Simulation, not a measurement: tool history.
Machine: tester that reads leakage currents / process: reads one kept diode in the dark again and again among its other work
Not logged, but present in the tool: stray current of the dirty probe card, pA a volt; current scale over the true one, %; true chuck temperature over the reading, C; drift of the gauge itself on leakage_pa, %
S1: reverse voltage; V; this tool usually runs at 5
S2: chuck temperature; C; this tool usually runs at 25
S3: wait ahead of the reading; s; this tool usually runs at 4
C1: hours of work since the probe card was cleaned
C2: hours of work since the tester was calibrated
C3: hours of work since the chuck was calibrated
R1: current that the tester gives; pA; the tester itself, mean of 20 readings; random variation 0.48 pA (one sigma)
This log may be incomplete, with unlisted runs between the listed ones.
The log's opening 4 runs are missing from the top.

Run 5, hour 135: usual settings but S3 0.35 s; C1 988; C2 2317; C3 1429. Result: R1 143.33 pA.
Run 6, hour 188: usual settings; C1 1021; C2 2350; C3 1461. Result: R1 141.73 pA.
At hour 221.1: tester calibrated.
Run 7, hour 223.2: usual settings; C1 1041; C2 1; C3 1482. Result: R1 141.29 pA.
Run 8, hour 275.2: usual settings but S1 1.38 V; C1 1073; C2 33; C3 1514. Result: R1 77.06 pA.
Run 9, hour 323.4: usual settings but S1 1.38 V; C1 1103; C2 63; C3 1544. Result: R1 77.44 pA.
Run 10, hour 352.3: usual settings but S1 1.38 V; C1 1121; C2 81; C3 1561. Result: R1 76.97 pA.
At hour 395.8: chuck's temperature calibrated.
Run 11, hour 400.4: usual settings but S1 1.38 V; C1 1149; C2 109; C3 3. Result: R1 75.38 pA.
Run 12, hour 426.9: usual settings; C1 1165; C2 126; C3 19. Result: R1 138.65 pA.
Run 13, hour 455.3: usual settings; C1 1183; C2 143; C3 37. Result: R1 139.23 pA.
Run 14, hour 505.1: usual settings but S1 1.01 V; C1 1214; C2 174; C3 67. Result: R1 64.87 pA.
Run 15, hour 541.4: usual settings but S1 1.01 V, S3 0.47 s; C1 1236; C2 196; C3 90. Result: R1 65.15 pA.
Run 16, hour 563.7: usual settings but S3 1.53 s; C1 1250; C2 210; C3 103. Result: R1 138.24 pA.
At hour 598.4: chuck's temperature calibrated, once more.
Run 17, hour 608.2: usual settings but S2 59 C; C1 1276; C2 236; C3 6. Result: R1 2569.98 pA.
Run 18, hour 643.4: usual settings but S2 59 C; C1 1298; C2 258; C3 28. Result: R1 2565.97 pA.
Run 19, hour 674.5: usual settings but S2 59 C; C1 1317; C2 277; C3 47. Result: R1 2561.51 pA.
Run 20, hour 699.1: usual settings but S3 7.1 s; C1 1332; C2 292; C3 62. Result: R1 161.49 pA.

Run 21 is up next; what results do you expect?
Run 21, hour 723.6: usual settings but S1 3.04 V, S3 6.77 s; C1 1347; C2 307; C3 77. Result: R1 ?.

Run 21 came out at R1 127.81 pA.
Minus the tool's unlogged condition, the same run would have read R1 127.35 pA.

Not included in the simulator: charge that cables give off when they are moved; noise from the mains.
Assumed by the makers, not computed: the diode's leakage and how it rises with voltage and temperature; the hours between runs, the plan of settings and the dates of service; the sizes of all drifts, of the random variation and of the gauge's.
